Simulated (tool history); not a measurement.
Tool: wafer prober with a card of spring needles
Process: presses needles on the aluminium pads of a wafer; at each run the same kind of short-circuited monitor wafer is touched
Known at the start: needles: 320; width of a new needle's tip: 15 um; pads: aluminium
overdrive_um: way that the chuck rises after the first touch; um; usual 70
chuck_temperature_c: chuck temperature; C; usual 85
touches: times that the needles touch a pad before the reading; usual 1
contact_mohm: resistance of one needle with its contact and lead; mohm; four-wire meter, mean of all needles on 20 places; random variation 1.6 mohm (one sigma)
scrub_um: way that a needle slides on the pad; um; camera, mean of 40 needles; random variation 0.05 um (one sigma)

Run 1, hour 0.0: usual settings. Result: contact_mohm 183 mohm, scrub_um 13.34 um.
Run 2, hour 13.5: usual settings. Result: contact_mohm 195 mohm, scrub_um 13.37 um.
Run 3, hour 19.7: usual settings. Result: contact_mohm 196 mohm, scrub_um 13.29 um.
At hour 21.9: tips cleaned on abrasive film.
Run 4, hour 32.0: usual settings. Result: contact_mohm 176 mohm, scrub_um 13.30 um.
Run 5, hour 47.2: usual settings. Result: contact_mohm 190 mohm, scrub_um 13.36 um.
Run 6, hour 54.0: usual settings. Result: contact_mohm 194 mohm, scrub_um 13.37 um.
Run 7, hour 60.5: usual settings. Result: contact_mohm 195 mohm, scrub_um 13.31 um.
At hour 63.5: tips cleaned on abrasive film.
Run 8, hour 69.3: usual settings. Result: contact_mohm 169 mohm, scrub_um 13.34 um.
Run 9, hour 81.3: usual settings but overdrive_um 90 um. Result: contact_mohm 172 mohm, scrub_um 17.11 um.
Run 10, hour 89.7: usual settings but overdrive_um 90 um. Result: contact_mohm 174 mohm, scrub_um 17.22 um.
Run 11, hour 101.2: usual settings but overdrive_um 90 um. Result: contact_mohm 178 mohm, scrub_um 17.09 um.
At hour 105.3: tips cleaned on abrasive film.
Run 12, hour 107.8: usual settings but overdrive_um 90 um. Result: contact_mohm 161 mohm, scrub_um 17.12 um.
Run 13, hour 116.6: usual settings but overdrive_um 90 um. Result: contact_mohm 170 mohm, scrub_um 17.15 um.
Run 14, hour 131.8: usual settings. Result: contact_mohm 186 mohm, scrub_um 13.28 um.
Run 15, hour 143.9: usual settings but chuck_temperature_c 54 C. Result: contact_mohm 191 mohm, scrub_um 13.39 um.
At hour 147.1: tips cleaned on abrasive film.
Run 16, hour 155.6: usual settings but overdrive_um 54 um. Result: contact_mohm 189 mohm, scrub_um 10.19 um.
Run 17, hour 169.9: usual settings but touches 3. Result: contact_mohm 173 mohm, scrub_um 13.29 um.
Run 18, hour 182.1: usual settings but touches 3. Result: contact_mohm 177 mohm, scrub_um 13.29 um.
At hour 189.3: tips cleaned on abrasive film.
Run 19, hour 191.1: usual settings but overdrive_um 75 um, chuck_temperature_c 88 C. Result: contact_mohm 164 mohm, scrub_um 14.20 um.
Run 20, hour 205.6: usual settings but overdrive_um 75 um, chuck_temperature_c 73 C, touches 2. Result: contact_mohm 169 mohm, scrub_um 14.22 um.
Run 21, hour 213.1: usual settings but overdrive_um 75 um, chuck_temperature_c 73 C, touches 2. Result: contact_mohm 178 mohm, scrub_um 14.25 um.
Run 22, hour 220.2: usual settings but overdrive_um 75 um, chuck_temperature_c 73 C, touches 2. Result: contact_mohm 176 mohm, scrub_um 14.21 um.
At hour 231.7: tips cleaned on abrasive film.
Run 23, hour 234.9: usual settings but overdrive_um 75 um, chuck_temperature_c 73 C. Result: contact_mohm 165 mohm, scrub_um 14.13 um.
Run 24, hour 247.9: usual settings but overdrive_um 82 um, chuck_temperature_c 30 C, touches 2. Result: contact_mohm 162 mohm, scrub_um 15.58 um.
Run 25, hour 254.7: usual settings but overdrive_um 82 um, chuck_temperature_c 72 C, touches 2. Result: contact_mohm 168 mohm, scrub_um 15.61 um.
Run 26, hour 264.4: usual settings but overdrive_um 82 um, chuck_temperature_c 72 C, touches 2. Result: contact_mohm 173 mohm, scrub_um 15.56 um.
At hour 273.7: tips cleaned on abrasive film.
Run 27, hour 275.0: usual settings but overdrive_um 82 um, chuck_temperature_c 72 C, touches 2. Result: contact_mohm 160 mohm, scrub_um 15.59 um.
Run 28, hour 281.6: usual settings but overdrive_um 82 um, chuck_temperature_c 72 C, touches 2. Result: contact_mohm 161 mohm, scrub_um 15.65 um.
Run 29, hour 292.7: usual settings but overdrive_um 82 um, chuck_temperature_c 72 C, touches 2. Result: contact_mohm 169 mohm, scrub_um 15.49 um.
Run 30, hour 301.0: usual settings but overdrive_um 75 um, chuck_temperature_c 66 C, touches 2. Result: contact_mohm 174 mohm, scrub_um 14.17 um.
Run 31, hour 309.9: usual settings but overdrive_um 88 um, chuck_temperature_c 56 C. Result: contact_mohm 180 mohm, scrub_um 16.53 um.
At hour 316.1: tips cleaned on abrasive film.
Run 32, hour 319.1: usual settings but overdrive_um 88 um, chuck_temperature_c 56 C. Result: contact_mohm 159 mohm, scrub_um 16.69 um.
Run 33, hour 331.0: usual settings but overdrive_um 74 um, chuck_temperature_c 90 C, touches 2. Result: contact_mohm 174 mohm, scrub_um 13.93 um.
Run 34, hour 341.0: usual settings but overdrive_um 74 um, chuck_temperature_c 90 C, touches 2. Result: contact_mohm 176 mohm, scrub_um 14.02 um.
Run 35, hour 349.0: usual settings but overdrive_um 74 um, chuck_temperature_c 90 C, touches 2. Result: contact_mohm 181 mohm, scrub_um 13.99 um.
At hour 358.5: tips cleaned on abrasive film.
Run 36, hour 364.3: usual settings but overdrive_um 75 um, chuck_temperature_c 46 C. Result: contact_mohm 165 mohm, scrub_um 14.11 um.

3 ways to go on from here, each from the tool as it stands after run 36. What would each give?
Run A, hour 379.2: usual settings but overdrive_um 75 um, chuck_temperature_c 72 C. Result: contact_mohm ?, scrub_um ?.
Run B, hour 379.2: usual settings but overdrive_um 73 um, chuck_temperature_c 101 C. Result: contact_mohm ?, scrub_um ?.
Run C, hour 379.2: usual settings but chuck_temperature_c 61 C. Result: contact_mohm ?, scrub_um ?.

run  contact_mohm  scrub_um
  A           180     14.19
  B           189     13.67
  C           184     13.24
Without the tool's hidden state the same runs would have given:
run  contact_mohm  scrub_um
  A           158     14.42
  B           167     13.90
  C           159     13.47
